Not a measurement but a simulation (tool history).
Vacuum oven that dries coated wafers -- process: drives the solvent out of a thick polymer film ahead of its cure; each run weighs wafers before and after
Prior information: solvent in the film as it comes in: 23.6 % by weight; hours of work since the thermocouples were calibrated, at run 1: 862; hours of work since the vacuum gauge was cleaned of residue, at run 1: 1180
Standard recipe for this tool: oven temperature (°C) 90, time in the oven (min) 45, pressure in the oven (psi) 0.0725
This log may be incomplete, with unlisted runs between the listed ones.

run   hour  oven temperature (°C)  time in the oven (min)  pressure in the oven (psi)  hours of work since the thermocouples were calibrated  hours of work since the vacuum gauge was cleaned of residue  solvent left in the film (%)
  1    0.0                     90                      45                      0.0725                                                    862                                                         1180                          1.08
  2   43.5                     90                      45                      0.0725                                                    893                                                         1212                          1.02
  3   80.2                     90                      45                      0.0442                                                    920                                                         1239                          1.00
  4  111.9                     75                      45                      0.0442                                                    943                                                         1262                          5.90
  5  151.6                     94                      45                      0.0725                                                    972                                                         1291                          0.50
  6  194.3                     90                      45                      0.2305                                                   1003                                                         1322                          1.49
  7  225.8                     93                      45                      0.2305                                                   1026                                                         1345                          1.01
  8  252.0                     90                      45                      0.0725                                                   1046                                                         1364                          1.09
  9  302.0                     90                      45                      0.1568                                                   1082                                                         1401                          1.28
     347.9  -- vacuum gauge cleaned of residue and calibrated
 10  348.8                     82                      45                      0.0690                                                   1115                                                            1                          3.20
 11  373.2                     82                      45                      0.0808                                                   1133                                                           18                          3.13
 12  405.1                     84                      45                      0.0725                                                   1156                                                           42                          2.55
 13  430.9                     98                      63                      0.0902                                                   1175                                                           61                          0.26
 14  469.4                     77                      32                      0.0616                                                   1203                                                           89                          7.55
 15  494.5                     82                      34                      0.1352                                                   1222                                                          107                          4.99
 16  547.9                     82                      34                      0.1352                                                   1260                                                          146                          5.07
 17  583.5                     90                      45                      0.2593                                                   1286                                                          172                          1.51
 18  607.0                     92                      40                      0.2593                                                   1304                                                          189                          1.54

5 ways to go on from here, each from the tool as it stands after run 18. What would each give?
  A  645.4                     95                      40                      0.0453                                                   1332                                                          217                             ?
  B  645.4                    104                      37                      0.0725                                                   1332                                                          217                             ?
  C  645.4                     90                      51                      0.0725                                                   1332                                                          217                             ?
  D  645.4                    105                      45                      0.0756                                                   1332                                                          217                             ?
  E  645.4                     80                      40                      0.2593                                                   1332                                                          217                             ?

run  solvent left in the film (%)
  A                          0.54
  B                          0.17
  C                          0.74
  D                          0.12
  E                          5.32
Had the tool no hidden state, the same runs would have come out as:
run  solvent left in the film (%)
  A                          0.54
  B                          0.17
  C                          0.74
  D                          0.12
  E                          5.31
